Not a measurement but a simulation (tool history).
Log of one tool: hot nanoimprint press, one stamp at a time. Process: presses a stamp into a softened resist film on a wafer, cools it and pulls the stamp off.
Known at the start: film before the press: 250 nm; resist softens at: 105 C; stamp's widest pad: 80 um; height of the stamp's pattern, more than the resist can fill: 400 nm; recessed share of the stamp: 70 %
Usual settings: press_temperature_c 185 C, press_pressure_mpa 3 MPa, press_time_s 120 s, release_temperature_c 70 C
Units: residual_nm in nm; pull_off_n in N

{"run": 1, "hour": 0.0, "press_temperature_c": 185, "press_pressure_mpa": 3, "press_time_s": 120, "release_temperature_c": 70, "residual_nm": 91.4, "pull_off_n": 143}
{"run": 2, "hour": 23.5, "press_temperature_c": 185, "press_pressure_mpa": 3, "press_time_s": 120, "release_temperature_c": 70, "residual_nm": 91.5, "pull_off_n": 142}
{"run": 3, "hour": 43.9, "press_temperature_c": 185, "press_pressure_mpa": 3.03, "press_time_s": 120, "release_temperature_c": 70, "residual_nm": 91, "pull_off_n": 152}
{"run": 4, "hour": 63.5, "press_temperature_c": 185, "press_pressure_mpa": 3.03, "press_time_s": 120, "release_temperature_c": 70, "residual_nm": 90.8, "pull_off_n": 163}
{"run": 5, "hour": 79.3, "press_temperature_c": 179, "press_pressure_mpa": 3, "press_time_s": 120, "release_temperature_c": 70, "residual_nm": 112.1, "pull_off_n": 160}
{"run": 6, "hour": 101.1, "press_temperature_c": 179, "press_pressure_mpa": 3, "press_time_s": 120, "release_temperature_c": 70, "residual_nm": 112.2, "pull_off_n": 164}
{"run": 7, "hour": 113.3, "press_temperature_c": 179, "press_pressure_mpa": 3, "press_time_s": 120, "release_temperature_c": 70, "residual_nm": 112.5, "pull_off_n": 168}
{"run": 8, "hour": 126.8, "press_temperature_c": 179, "press_pressure_mpa": 3, "press_time_s": 120, "release_temperature_c": 70, "residual_nm": 112.4, "pull_off_n": 179}
{"run": 9, "hour": 150.4, "press_temperature_c": 185, "press_pressure_mpa": 3, "press_time_s": 71, "release_temperature_c": 70, "residual_nm": 109.5, "pull_off_n": 177}
{"run": 10, "hour": 169.3, "press_temperature_c": 185, "press_pressure_mpa": 3, "press_time_s": 71, "release_temperature_c": 70, "residual_nm": 109.5, "pull_off_n": 175}
{"hour": 182.6, "done": "plate thermocouple calibrated"}
{"run": 11, "hour": 191.0, "press_temperature_c": 185, "press_pressure_mpa": 4.26, "press_time_s": 71, "release_temperature_c": 67, "residual_nm": 93.4, "pull_off_n": 193}
{"hour": 209.6, "done": "stamp cleaned and given a new release coat"}
{"run": 12, "hour": 210.8, "press_temperature_c": 174, "press_pressure_mpa": 4.26, "press_time_s": 120, "release_temperature_c": 67, "residual_nm": 115.7, "pull_off_n": 130}
{"run": 13, "hour": 221.5, "press_temperature_c": 182, "press_pressure_mpa": 4.26, "press_time_s": 112, "release_temperature_c": 60, "residual_nm": 87.9, "pull_off_n": 140}
{"run": 14, "hour": 236.7, "press_temperature_c": 182, "press_pressure_mpa": 4.26, "press_time_s": 112, "release_temperature_c": 60, "residual_nm": 87.8, "pull_off_n": 143}
{"run": 15, "hour": 261.3, "press_temperature_c": 189, "press_pressure_mpa": 3, "press_time_s": 104, "release_temperature_c": 70, "residual_nm": 85, "pull_off_n": 130}
{"run": 16, "hour": 277.4, "press_temperature_c": 189, "press_pressure_mpa": 3, "press_time_s": 104, "release_temperature_c": 70, "residual_nm": 85.1, "pull_off_n": 135}
{"run": 17, "hour": 300.6, "press_temperature_c": 180, "press_pressure_mpa": 3.09, "press_time_s": 104, "release_temperature_c": 70, "residual_nm": 113.7, "pull_off_n": 145}
{"run": 18, "hour": 321.5, "press_temperature_c": 192, "press_pressure_mpa": 3, "press_time_s": 120, "release_temperature_c": 74, "residual_nm": 73.4, "pull_off_n": 142}
{"run": 19, "hour": 342.0, "press_temperature_c": 189, "press_pressure_mpa": 2.8, "press_time_s": 120, "release_temperature_c": 74, "residual_nm": 83.8, "pull_off_n": 144}

4 ways to go on from here, each from the tool as it stands after run 19. What would each give?
{"run": "A", "hour": 355.0, "press_temperature_c": 185, "press_pressure_mpa": 3, "press_time_s": 123, "release_temperature_c": 70, "residual_nm": "?", "pull_off_n": "?"}
{"run": "B", "hour": 355.0, "press_temperature_c": 185, "press_pressure_mpa": 2.8, "press_time_s": 90, "release_temperature_c": 74, "residual_nm": "?", "pull_off_n": "?"}
{"run": "C", "hour": 355.0, "press_temperature_c": 195, "press_pressure_mpa": 2.43, "press_time_s": 120, "release_temperature_c": 70, "residual_nm": "?", "pull_off_n": "?"}
{"run": "D", "hour": 355.0, "press_temperature_c": 189, "press_pressure_mpa": 2.8, "press_time_s": 227, "release_temperature_c": 74, "residual_nm": "?", "pull_off_n": "?"}

run=A residual_nm=91.4 pull_off_n=153
run=B residual_nm=106.1 pull_off_n=147
run=C residual_nm=74.8 pull_off_n=157
run=D residual_nm=65.9 pull_off_n=150
Without the tool's hidden state the same runs would have given:
run=A residual_nm=90.8 pull_off_n=121
run=B residual_nm=105.7 pull_off_n=116
run=C residual_nm=74.5 pull_off_n=124
run=D residual_nm=65.5 pull_off_n=119
